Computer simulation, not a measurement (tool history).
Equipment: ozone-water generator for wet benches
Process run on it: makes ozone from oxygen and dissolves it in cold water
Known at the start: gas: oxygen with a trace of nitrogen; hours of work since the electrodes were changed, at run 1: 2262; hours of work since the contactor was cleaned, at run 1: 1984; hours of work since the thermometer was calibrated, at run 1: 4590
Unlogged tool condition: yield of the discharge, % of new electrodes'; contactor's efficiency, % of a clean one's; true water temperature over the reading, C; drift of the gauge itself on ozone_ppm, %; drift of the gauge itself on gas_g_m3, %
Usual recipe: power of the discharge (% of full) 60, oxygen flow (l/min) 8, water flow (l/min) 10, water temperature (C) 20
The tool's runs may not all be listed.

run,hour,power of the discharge (% of full),oxygen flow (l/min),water flow (l/min),water temperature (C),hours of work since the electrodes were changed,hours of work since the contactor was cleaned,hours of work since the thermometer was calibrated,dissolved ozone (ppm),ozone in the gas ahead of the water (g/m3)
1,0,60,8,10,20,2262,1984,4590,23.2,169.9
2,67.7,60,8,10,20,2319,2041,4647,23.2,168.8
3,110.4,60,8,10,20,2355,2077,4683,23.2,170.8
4,142,60,8,10,20,2381,2104,4710,23.3,170.1
5,191.7,60,8,10,20,2423,2146,4752,23.2,170.9
6,244.4,60,8,10,20,2468,2190,4796,23.5,171.6
7,295.6,60,8,10,20,2511,2233,4839,23.2,170.8
8,340.4,60,8,10,20,2549,2271,4877,23.3,171.6
9,384.2,60,8,10,20,2586,2308,4914,23.3,170.3
# hour 392.6: water thermometer calibrated
10,441.5,60,8,10,20,2634,2356,41,23.1,170.3
11,499.4,60,8,10,20,2683,2405,90,23.2,169
12,535.6,71,8,10,20,2713,2435,121,25.2,182.9
13,567.1,60,8,10,20,2740,2462,147,22.9,168.3
14,640,60,7.79,10,20,2802,2524,209,23.2,169.1
15,683.9,60,7.79,10,20,2839,2561,246,23.3,171.5
16,750.7,99,8,11,20,2895,2617,302,27.8,214.8
17,816.3,60,8.3,8,13,2950,2672,358,31.3,165.8
18,887.1,60,8.3,7,19,3010,2732,417,29.7,166.5
19,938.2,60,8.3,7,19,3053,2775,461,29.2,167.5
20,992.6,60,5.29,10,21,3099,2821,507,23.4,201.2
21,1059.2,60,8,9,16,3155,2878,563,27.5,168.4
22,1093.8,47,8,9,27,3185,2907,592,18.6,149.7
23,1141.6,51,14.11,13,16,3225,2947,632,17.6,121.4
24,1183.2,60,5.26,6,20,3260,2982,667,34.3,200.9
25,1240.2,60,8,10,23,3308,3030,716,21.7,167.4
26,1307.7,60,8,10,14,3365,3087,773,26.5,167

Here are 3 independent what-if runs from the current tool condition. What would each one return?
A,1379.6,60,8,12,25,3426,3148,833,?,?
B,1379.6,81,8,10,20,3426,3148,833,?,?
C,1379.6,60,8,10,21,3426,3148,833,?,?

run,dissolved ozone (ppm),ozone in the gas ahead of the water (g/m3)
A,18,168.2
B,26.4,192.3
C,22.3,165.8
With the hidden condition removed and each run's random variation left untouched, the same runs would have given:
run,dissolved ozone (ppm),ozone in the gas ahead of the water (g/m3)
A,19.6,179.6
B,29,207.7
C,24.2,177

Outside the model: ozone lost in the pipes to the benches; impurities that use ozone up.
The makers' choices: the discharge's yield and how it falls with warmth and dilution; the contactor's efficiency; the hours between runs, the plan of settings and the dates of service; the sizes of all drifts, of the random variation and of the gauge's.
